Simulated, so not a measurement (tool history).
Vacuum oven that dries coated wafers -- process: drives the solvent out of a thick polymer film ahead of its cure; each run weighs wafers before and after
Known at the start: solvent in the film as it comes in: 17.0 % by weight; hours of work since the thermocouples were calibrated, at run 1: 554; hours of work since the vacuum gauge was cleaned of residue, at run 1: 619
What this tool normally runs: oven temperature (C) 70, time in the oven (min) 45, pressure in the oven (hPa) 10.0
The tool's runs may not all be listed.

run	hour	oven temperature (C)	time in the oven (min)	pressure in the oven (hPa)	hours of work since the thermocouples were calibrated	hours of work since the vacuum gauge was cleaned of residue	solvent left in the film (%)
1	0.0	70	45	10.0	554	619	2.32
2	24.6	70	45	10.0	570	635	2.28
3	36.9	70	45	10.0	578	643	2.37
4	60.1	70	45	6.2	593	658	2.27
5	84.4	76	45	10.0	609	673	1.29
6	101.4	76	45	10.0	620	684	1.29
7	112.3	70	45	10.0	627	691	2.28
8	123.4	70	45	10.0	634	699	2.26
9	146.6	70	45	10.0	649	714	2.24
10	156.8	70	45	10.0	656	720	2.33
11	178.2	70	45	30.8	670	734	2.88
12	191.1	70	45	10.0	678	742	2.26
13	209.9	70	33	10.0	690	754	3.59
14	223.2	75	59	36.7	699	763	1.33
15	235.7	75	45	10.0	707	771	1.28
16	254.4	75	45	10.0	719	783	1.40
17	279.1	70	35	10.0	735	799	3.42
18	302.3	64	41	10.3	750	814	4.21
19	322.7	64	41	10.3	763	827	4.15
20	336.0	65	41	10.3	772	836	3.96
21	359.2	58	38	21.7	787	851	6.76
22	370.8	76	48	10.0	794	859	1.01

What if the next run were any one of these 4? Each begins from the tool's condition after run 22:
A	390.6	68	25	8.5	807	871	?
B	390.6	76	48	10.0	807	871	?
C	390.6	70	48	19.4	807	871	?
D	390.6	60	48	12.4	807	871	?

run	solvent left in the film (%)
A	5.48
B	1.06
C	2.32
D	4.62
The same runs, with their run-to-run variation unchanged, on a tool lacking any hidden condition would have given:
run	solvent left in the film (%)
A	5.71
B	1.13
C	2.47
D	4.83

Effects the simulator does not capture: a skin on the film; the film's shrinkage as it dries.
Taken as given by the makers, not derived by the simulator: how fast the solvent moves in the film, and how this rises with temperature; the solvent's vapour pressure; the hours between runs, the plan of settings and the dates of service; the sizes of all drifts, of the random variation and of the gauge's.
